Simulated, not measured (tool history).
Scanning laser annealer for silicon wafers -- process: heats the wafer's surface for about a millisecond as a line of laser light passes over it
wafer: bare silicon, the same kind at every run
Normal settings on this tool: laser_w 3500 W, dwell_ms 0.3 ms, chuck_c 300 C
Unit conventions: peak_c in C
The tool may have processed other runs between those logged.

run,day,laser_w,dwell_ms,chuck_c,peak_c
1,0,3500,0.3,300,1094
2,0.675,3500,0.3,300,1097
3,1.192,3500,0.3,300,1093
4,1.717,3500,0.3,300,1094
5,2.146,3500,0.3,300,1097
6,2.783,3385,0.3,300,1064
7,3.408,3788,0.3,300,1165
8,3.767,3500,0.3,300,1088
9,4.325,3500,0.3,334,1128
10,4.996,3500,0.3,300,1090
11,5.642,3500,0.3,300,1089
12,6.296,3500,0.3,300,1088
13,6.646,3500,0.3,300,1090
14,6.979,3500,0.3,300,1087
15,7.625,3500,0.267,300,1045
16,8.254,3500,0.267,300,1045
17,8.55,3500,0.267,300,1047
18,9.121,3030,0.267,300,936
19,9.621,3030,0.267,300,936
20,10.033,3500,0.295,300,1078
21,10.362,3589,0.235,274,994
22,10.967,3390,0.287,337,1078
23,11.333,3153,0.319,300,1018
24,11.829,3500,0.225,300,991
25,12.112,3500,0.241,300,1011
26,12.55,3346,0.33,337,1115
27,13.004,3673,0.275,304,1098
28,13.338,3092,0.275,304,960
29,13.708,3330,0.361,287,1092
30,14.162,3460,0.3,297,1067
31,14.608,3460,0.3,297,1066
32,15.283,3693,0.27,291,1080
33,15.938,3234,0.341,338,1096
34,16.621,3497,0.358,329,1170
35,17.292,3500,0.275,288,1037
36,17.646,3500,0.3,331,1106
37,18.017,3703,0.312,321,1162

Predict each of these 3 candidate next runs independently; none follows another, all start after run 37:
A,18.471,3337,0.246,316,?
B,18.471,3653,0.3,311,?
C,18.471,3274,0.273,311,?

run,peak_c
A,990
B,1123
C,1002
With no hidden state in the tool, these same runs would have given:
run,peak_c
A,1019
B,1159
C,1033

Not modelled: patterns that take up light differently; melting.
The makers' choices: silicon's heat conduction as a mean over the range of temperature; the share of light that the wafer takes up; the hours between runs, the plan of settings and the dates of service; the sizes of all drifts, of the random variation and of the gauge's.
